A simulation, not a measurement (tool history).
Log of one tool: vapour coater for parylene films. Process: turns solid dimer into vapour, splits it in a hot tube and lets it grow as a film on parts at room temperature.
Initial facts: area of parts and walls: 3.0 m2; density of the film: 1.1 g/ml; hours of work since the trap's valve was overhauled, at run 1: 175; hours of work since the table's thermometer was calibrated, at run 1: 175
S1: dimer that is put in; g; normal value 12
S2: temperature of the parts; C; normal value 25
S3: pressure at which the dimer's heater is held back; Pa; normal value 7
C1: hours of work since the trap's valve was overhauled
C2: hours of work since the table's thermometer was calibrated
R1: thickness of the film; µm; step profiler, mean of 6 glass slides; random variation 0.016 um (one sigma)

run	hour	S1	S2	S3	C1	C2	R1
1	0	12	25	7	175	175	2.36
2	15.7	12	25	7	182	182	2.39
3	29.9	12	25	7	189	189	2.36
4	49.3	12	25	7	198	198	2.35
5	73.7	12	25	7	209	209	2.34
6	89.4	12	19	7	217	217	2.65
7	111.7	12	19	7	227	227	2.65
8	130.2	12	25	7	236	236	2.34
9	143.1	6	25	7	242	242	1.18
10	157.5	5	25	7	249	249	0.98
# hour 176.2: trap's valve overhauled
11	177.5	5	25	7	1	257	1.03
12	200.3	12	25	7	11	267	2.46
13	216.1	11	25	7	19	275	2.25
14	233.4	12	25	7	27	283	2.47
15	254.2	12	25	7.9	37	293	2.43
16	265.3	12	25	7.9	42	298	2.44
17	289	12	25	7.9	53	309	2.42
18	307.4	12	25	7.9	62	318	2.41
19	330.1	6	19	4.96	73	329	1.4
20	346.4	19	18	2.35	80	336	4.72
21	367.5	19	25	2.35	90	346	4.11
22	379.1	19	25	2.35	96	352	4.08
23	395.3	20	25	10.19	103	360	3.94
24	408.4	12	25	5.41	110	366	2.45
25	428.2	12	25	5.41	119	375	2.47
26	440.9	12	25	5.41	125	381	2.44
27	465.4	10	20	8.01	137	393	2.18
28	476.7	10	20	8.01	142	398	2.19
29	489.1	15	30	3.83	148	404	2.81
30	511.1	15	30	3.83	158	414	2.83
31	526.9	20	20	5.09	166	422	4.47
32	551.5	20	20	5.09	177	433	4.44
33	563.5	8	25	8.27	183	439	1.56
34	580.2	12	33	11.5	191	447	1.98
35	601.7	10	33	3.3	201	457	1.75
36	623	10	18	2.57	211	467	2.38

Consider 4 possible next runs. They are alternatives, not a sequence: every one starts from the tool as it was left by run 36. What does each give?
A	636.8	12	21	10.65	218	474	?
B	636.8	17	25	6.59	218	474	?
C	636.8	8	19	2.15	218	474	?
D	636.8	10	23	5.97	218	474	?

run	R1
A	2.48
B	3.35
C	1.9
D	2.05
What these runs would have given with no unlogged condition in the tool:
run	R1
A	2.62
B	3.54
C	2.01
D	2.16
